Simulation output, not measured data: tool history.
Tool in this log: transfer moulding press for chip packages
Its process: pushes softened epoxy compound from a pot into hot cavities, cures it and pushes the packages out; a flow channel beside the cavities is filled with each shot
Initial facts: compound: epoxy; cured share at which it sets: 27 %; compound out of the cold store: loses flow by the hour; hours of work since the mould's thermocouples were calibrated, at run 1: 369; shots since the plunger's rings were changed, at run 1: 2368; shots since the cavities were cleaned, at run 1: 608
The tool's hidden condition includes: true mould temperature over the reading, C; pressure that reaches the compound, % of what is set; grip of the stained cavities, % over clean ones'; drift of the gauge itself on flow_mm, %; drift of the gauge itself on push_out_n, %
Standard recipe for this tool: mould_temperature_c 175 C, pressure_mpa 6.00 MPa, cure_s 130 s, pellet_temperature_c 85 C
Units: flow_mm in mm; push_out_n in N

run     day  mould_temperature_c  pressure_mpa  cure_s  pellet_temperature_c  hours of work since the mould's thermocouples were calibrated  shots since the plunger's rings were changed  shots since the cavities were cleaned  incoming compound's hours out of the cold store  flow_mm  push_out_n
  1   0.000                  175          6.00     130                    85                                                            369                                          2368                                    608                                             18.5      532         560
  2   0.633                  175          6.00     130                    85                                                            379                                          2516                                    756                                             37.1      488         566
      1.129  -- cavities cleaned with cleaning compound and waxed
  3   1.225                  175          6.00     130                    85                                                            388                                          2639                                     22                                             30.8      501         331
  4   1.812                  175          6.00     130                    85                                                            397                                          2776                                    159                                             33.5      495         398
  5   2.471                  175          6.00     130                    85                                                            408                                          2930                                    313                                             43.7      475         463
  6   3.000                  176          6.00     130                    85                                                            417                                          3053                                    436                                             36.1      484         481
  7   3.725                  176          6.00     130                    85                                                            429                                          3222                                    605                                             28.1      502         532
      4.508  -- plunger's sealing rings changed
  8   4.604                  172          6.00     130                    85                                                            442                                            22                                    785                                             22.5      540         665
      4.908  -- cavities cleaned with cleaning compound and waxed
  9   5.429                  172          6.00     130                    85                                                            455                                           201                                    122                                             10.4      571         479
 10   5.804                  172          6.00     130                    85                                                            461                                           288                                    209                                             33.8      517         486
 11   6.204                  173          6.00     130                    87                                                            467                                           382                                    303                                             42.4      495         476
 12   6.546                  169          6.43     150                    82                                                            473                                           461                                    382                                             20.5      568         534
      6.692  -- mould's thermocouples calibrated
 13   7.250                  175          6.00     154                    80                                                              9                                           606                                    527                                              8.2      566         453
 14   7.608                  175          6.19     148                    85                                                             15                                           690                                    611                                             22.7      536         485
      8.312  -- mould's thermocouples calibrated, once more
 15   8.358                  175          6.98     151                    85                                                              1                                           845                                    766                                             44.2      520         503
      8.779  -- cavities cleaned with cleaning compound and waxed
 16   9.179                  175          6.00     128                    78                                                             13                                          1023                                     94                                             18.9      537         412
 17   9.875                  175          5.12     130                    85                                                             25                                          1185                                    256                                             44.3      444         445
 18  10.525                  175          5.12     130                    85                                                             36                                          1337                                    408                                             46.5      438         469

How would selected steps in flow_mm from run to run divide? Give the signed amount a tool lacking its hidden state would still show from settings, what came in and random variation, and the signed amount left for the hidden state, including any gauge scatter that is not in both of the compared results.
Run 7 -> 8: mould_temperature_c 176 -> 172, plunger's sealing rings changed. flow_mm +38 mm: hidden state +18, all else +20.
Run 16 -> 17: pressure_mpa 6.00 -> 5.12, cure_s 128 -> 130, pellet_temperature_c 78 -> 85. flow_mm -93 mm: hidden state +0, all else -93.
